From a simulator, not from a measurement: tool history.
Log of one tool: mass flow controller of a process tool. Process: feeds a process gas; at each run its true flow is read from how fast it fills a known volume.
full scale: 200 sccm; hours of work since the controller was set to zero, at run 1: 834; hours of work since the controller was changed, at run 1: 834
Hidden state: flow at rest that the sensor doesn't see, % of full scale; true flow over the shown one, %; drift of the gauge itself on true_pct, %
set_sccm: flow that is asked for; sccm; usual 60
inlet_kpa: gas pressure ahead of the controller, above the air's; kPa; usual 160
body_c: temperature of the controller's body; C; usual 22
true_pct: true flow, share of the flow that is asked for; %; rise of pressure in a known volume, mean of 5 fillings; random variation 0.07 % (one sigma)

run	hour	set_sccm	inlet_kpa	body_c	hours of work since the controller was set to zero	hours of work since the controller was changed	true_pct
1	0.0	60	160	22	834	834	97.91
2	135.4	60	160	22	883	883	98.05
3	279.5	29	160	22	936	936	97.63
4	477.1	60	160	22	1009	1009	97.86
5	733.9	118	160	22	1103	1103	98.42
6	1015.6	118	160	22	1206	1206	98.44
7	1276.8	118	160	22	1301	1301	98.32
8	1502.4	118	160	22	1384	1384	98.18
9	1703.7	118	160	22	1458	1458	98.21
10	2013.2	118	160	22	1571	1571	98.28
11	2213.3	118	160	22	1644	1644	98.29
12	2524.4	68	232	40	1758	1758	100.16
13	2788.6	60	214	25	1855	1855	98.34
14	3083.2	25	245	22	1963	1963	97.78
15	3343.4	25	245	22	2058	2058	97.67
16	3491.0	47	151	24	2112	2112	97.49
17	3798.5	30	219	23	2225	2225	97.63
18	4099.2	55	253	22	2335	2335	97.88

Measured less the same run without the tool's hidden state. The same run-to-run variation is in both; the gauge's scatter may not be:
run	true_pct
1	+0.00
2	-0.02
3	-0.04
4	-0.08
5	-0.12
6	-0.17
7	-0.21
8	-0.24
9	-0.28
10	-0.33
11	-0.36
12	-0.41
13	-0.45
14	-0.48
15	-0.52
16	-0.55
17	-0.60
18	-0.65

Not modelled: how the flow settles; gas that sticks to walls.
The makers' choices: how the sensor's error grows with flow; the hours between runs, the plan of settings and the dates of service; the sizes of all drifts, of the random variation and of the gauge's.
